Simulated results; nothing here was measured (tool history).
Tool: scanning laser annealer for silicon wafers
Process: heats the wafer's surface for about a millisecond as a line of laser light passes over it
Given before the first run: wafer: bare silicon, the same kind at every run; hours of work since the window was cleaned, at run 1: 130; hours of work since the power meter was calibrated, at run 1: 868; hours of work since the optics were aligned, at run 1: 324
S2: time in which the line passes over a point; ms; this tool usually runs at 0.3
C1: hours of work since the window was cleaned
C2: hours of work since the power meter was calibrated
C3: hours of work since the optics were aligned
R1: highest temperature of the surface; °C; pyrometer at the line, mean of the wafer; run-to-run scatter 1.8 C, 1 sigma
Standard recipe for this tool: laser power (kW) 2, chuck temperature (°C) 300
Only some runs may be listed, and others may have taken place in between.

{"run": 1, "hour": 0.0, "laser power (kW)": 2, "S2": 0.3, "chuck temperature (°C)": 300, "C1": 130, "C2": 868, "C3": 324, "R1": 1006}
{"run": 2, "hour": 20.9, "laser power (kW)": 2, "S2": 0.3, "chuck temperature (°C)": 300, "C1": 142, "C2": 880, "C3": 336, "R1": 1002}
{"run": 3, "hour": 46.2, "laser power (kW)": 2, "S2": 0.3, "chuck temperature (°C)": 300, "C1": 156, "C2": 894, "C3": 350, "R1": 1001}
{"run": 4, "hour": 80.9, "laser power (kW)": 2, "S2": 0.3, "chuck temperature (°C)": 261, "C1": 176, "C2": 914, "C3": 370, "R1": 967}
{"run": 5, "hour": 102.3, "laser power (kW)": 2, "S2": 0.3, "chuck temperature (°C)": 261, "C1": 188, "C2": 926, "C3": 382, "R1": 964}
{"run": 6, "hour": 125.9, "laser power (kW)": 2, "S2": 0.3, "chuck temperature (°C)": 261, "C1": 201, "C2": 940, "C3": 395, "R1": 967}
{"run": 7, "hour": 149.7, "laser power (kW)": 2, "S2": 0.3, "chuck temperature (°C)": 261, "C1": 215, "C2": 953, "C3": 409, "R1": 965}
{"run": 8, "hour": 172.9, "laser power (kW)": 2, "S2": 0.3, "chuck temperature (°C)": 300, "C1": 228, "C2": 966, "C3": 422, "R1": 1002}
{"run": 9, "hour": 194.4, "laser power (kW)": 2, "S2": 0.3, "chuck temperature (°C)": 300, "C1": 240, "C2": 979, "C3": 434, "R1": 1002}
{"run": 10, "hour": 216.7, "laser power (kW)": 2, "S2": 0.3, "chuck temperature (°C)": 300, "C1": 253, "C2": 991, "C3": 447, "R1": 999}
{"run": 11, "hour": 255.5, "laser power (kW)": 2, "S2": 0.258, "chuck temperature (°C)": 300, "C1": 275, "C2": 1013, "C3": 469, "R1": 957}
{"run": 12, "hour": 299.5, "laser power (kW)": 2, "S2": 0.3, "chuck temperature (°C)": 300, "C1": 300, "C2": 1038, "C3": 494, "R1": 996}
{"run": 13, "hour": 323.0, "laser power (kW)": 2, "S2": 0.335, "chuck temperature (°C)": 300, "C1": 313, "C2": 1052, "C3": 507, "R1": 1035}
{"run": 14, "hour": 352.2, "laser power (kW)": 2, "S2": 0.3, "chuck temperature (°C)": 300, "C1": 330, "C2": 1068, "C3": 524, "R1": 999}
{"run": 15, "hour": 373.1, "laser power (kW)": 1.807, "S2": 0.3, "chuck temperature (°C)": 300, "C1": 341, "C2": 1080, "C3": 535, "R1": 938}
{"run": 16, "hour": 397.2, "laser power (kW)": 1.807, "S2": 0.3, "chuck temperature (°C)": 300, "C1": 355, "C2": 1094, "C3": 549, "R1": 934}
{"run": 17, "hour": 417.0, "laser power (kW)": 1.807, "S2": 0.3, "chuck temperature (°C)": 300, "C1": 366, "C2": 1105, "C3": 560, "R1": 938}
{"run": 18, "hour": 443.8, "laser power (kW)": 1.807, "S2": 0.3, "chuck temperature (°C)": 300, "C1": 382, "C2": 1120, "C3": 576, "R1": 934}
{"run": 19, "hour": 483.8, "laser power (kW)": 2.02, "S2": 0.3, "chuck temperature (°C)": 300, "C1": 404, "C2": 1143, "C3": 598, "R1": 1002}
{"run": 20, "hour": 506.6, "laser power (kW)": 2.02, "S2": 0.3, "chuck temperature (°C)": 300, "C1": 417, "C2": 1156, "C3": 611, "R1": 1001}
{"run": 21, "hour": 552.4, "laser power (kW)": 2, "S2": 0.3, "chuck temperature (°C)": 295, "C1": 443, "C2": 1182, "C3": 637, "R1": 992}
{"run": 22, "hour": 583.7, "laser power (kW)": 1.738, "S2": 0.334, "chuck temperature (°C)": 338, "C1": 461, "C2": 1200, "C3": 655, "R1": 978}
{"run": 23, "hour": 627.1, "laser power (kW)": 2, "S2": 0.228, "chuck temperature (°C)": 320, "C1": 486, "C2": 1224, "C3": 680, "R1": 933}
{"run": 24, "hour": 656.1, "laser power (kW)": 2.101, "S2": 0.227, "chuck temperature (°C)": 269, "C1": 502, "C2": 1241, "C3": 696, "R1": 914}
{"run": 25, "hour": 698.0, "laser power (kW)": 2, "S2": 0.293, "chuck temperature (°C)": 280, "C1": 526, "C2": 1264, "C3": 720, "R1": 966}
{"run": 26, "hour": 725.6, "laser power (kW)": 1.838, "S2": 0.225, "chuck temperature (°C)": 298, "C1": 542, "C2": 1280, "C3": 736, "R1": 865}
{"run": 27, "hour": 755.3, "laser power (kW)": 2.112, "S2": 0.3, "chuck temperature (°C)": 300, "C1": 558, "C2": 1297, "C3": 752, "R1": 1024}
{"run": 28, "hour": 781.7, "laser power (kW)": 2.112, "S2": 0.3, "chuck temperature (°C)": 300, "C1": 573, "C2": 1312, "C3": 767, "R1": 1024}
{"run": 29, "hour": 801.2, "laser power (kW)": 2.052, "S2": 0.293, "chuck temperature (°C)": 300, "C1": 585, "C2": 1323, "C3": 778, "R1": 998}
{"run": 30, "hour": 822.4, "laser power (kW)": 1.823, "S2": 0.3, "chuck temperature (°C)": 295, "C1": 597, "C2": 1335, "C3": 790, "R1": 926}
{"run": 31, "hour": 855.8, "laser power (kW)": 1.823, "S2": 0.243, "chuck temperature (°C)": 295, "C1": 615, "C2": 1354, "C3": 809, "R1": 873}
{"run": 32, "hour": 880.3, "laser power (kW)": 2, "S2": 0.332, "chuck temperature (°C)": 310, "C1": 629, "C2": 1368, "C3": 823, "R1": 1028}
{"run": 33, "hour": 902.3, "laser power (kW)": 2, "S2": 0.3, "chuck temperature (°C)": 271, "C1": 642, "C2": 1380, "C3": 836, "R1": 959}
{"run": 34, "hour": 940.6, "laser power (kW)": 2, "S2": 0.3, "chuck temperature (°C)": 291, "C1": 664, "C2": 1402, "C3": 858, "R1": 979}
{"run": 35, "hour": 975.2, "laser power (kW)": 1.74, "S2": 0.272, "chuck temperature (°C)": 301, "C1": 683, "C2": 1422, "C3": 877, "R1": 882}
{"run": 36, "hour": 1016.3, "laser power (kW)": 1.831, "S2": 0.261, "chuck temperature (°C)": 276, "C1": 707, "C2": 1445, "C3": 901, "R1": 873}
{"hour": 1034.2, "done": "window over the wafer cleaned"}
{"run": 37, "hour": 1058.0, "laser power (kW)": 2.033, "S2": 0.278, "chuck temperature (°C)": 300, "C1": 14, "C2": 1468, "C3": 923, "R1": 994}
{"run": 38, "hour": 1087.4, "laser power (kW)": 2.033, "S2": 0.278, "chuck temperature (°C)": 300, "C1": 30, "C2": 1484, "C3": 940, "R1": 994}
{"run": 39, "hour": 1123.7, "laser power (kW)": 2.033, "S2": 0.278, "chuck temperature (°C)": 300, "C1": 51, "C2": 1505, "C3": 960, "R1": 993}
{"run": 40, "hour": 1153.9, "laser power (kW)": 2.033, "S2": 0.278, "chuck temperature (°C)": 300, "C1": 68, "C2": 1522, "C3": 978, "R1": 995}

4 options for the next run, each taken on its own from the tool as it stands now. Forecast them:
{"run": "A", "hour": 1200.1, "laser power (kW)": 2.033, "S2": 0.278, "chuck temperature (°C)": 302, "C1": 94, "C2": 1548, "C3": 1004, "R1": "?"}
{"run": "B", "hour": 1200.1, "laser power (kW)": 2.09, "S2": 0.247, "chuck temperature (°C)": 276, "C1": 94, "C2": 1548, "C3": 1004, "R1": "?"}
{"run": "C", "hour": 1200.1, "laser power (kW)": 2.007, "S2": 0.278, "chuck temperature (°C)": 300, "C1": 94, "C2": 1548, "C3": 1004, "R1": "?"}
{"run": "D", "hour": 1200.1, "laser power (kW)": 2.151, "S2": 0.278, "chuck temperature (°C)": 329, "C1": 94, "C2": 1548, "C3": 1004, "R1": "?"}

run=A R1=994
run=B R1=951
run=C R1=986
run=D R1=1054
Stripped of hidden state, with their random variation kept, the same runs would have yielded:
run=A R1=1001
run=B R1=958
run=C R1=992
run=D R1=1061

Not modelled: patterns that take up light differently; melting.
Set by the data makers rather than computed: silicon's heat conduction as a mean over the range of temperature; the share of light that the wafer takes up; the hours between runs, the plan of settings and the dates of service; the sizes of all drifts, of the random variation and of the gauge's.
